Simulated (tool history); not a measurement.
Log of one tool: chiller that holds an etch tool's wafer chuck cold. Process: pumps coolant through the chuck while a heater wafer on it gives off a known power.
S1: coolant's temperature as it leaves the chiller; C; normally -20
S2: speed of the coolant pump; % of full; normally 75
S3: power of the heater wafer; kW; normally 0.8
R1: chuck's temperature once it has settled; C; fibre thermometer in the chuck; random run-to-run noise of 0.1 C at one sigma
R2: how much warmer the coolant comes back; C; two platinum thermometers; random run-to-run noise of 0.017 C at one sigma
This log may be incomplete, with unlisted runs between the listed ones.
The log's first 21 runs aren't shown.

run	hour	S1	S2	S3	R1	R2
22	880.2	-27	64	0.91	-14.62	3.28
23	919.6	-23	96	0.925	-13.85	2.19
24	967.4	-14	75	0.425	-8.9	1.29
25	992.5	-14	75	0.425	-8.86	1.28
26	1028.6	-14	75	0.476	-8.26	1.49
27	1058	-15	98	0.454	-10.62	1.08
28	1112	-20	62	0.551	-12.2	2.06
29	1137.3	-19	61	1.148	-2.49	4.43
30	1182.5	-26	63	0.546	-18.23	2.02
31	1214.7	-20	91	0.546	-14.3	1.38

4 options for the next run, each taken on its own from the tool as it stands now. Forecast them:
A	1241.2	-18	65	1.01	?	?
B	1241.2	-23	90	0.66	?	?
C	1241.2	-23	67	0.423	?	?
D	1241.2	-16	91	0.546	?	?

run	R1	R2
A	-4.36	3.61
B	-16.13	1.7
C	-17.41	1.47
D	-10.36	1.37
Without the tool's hidden state the same runs would have given:
run	R1	R2
A	-5.74	3.58
B	-16.84	1.69
C	-17.99	1.46
D	-10.95	1.36
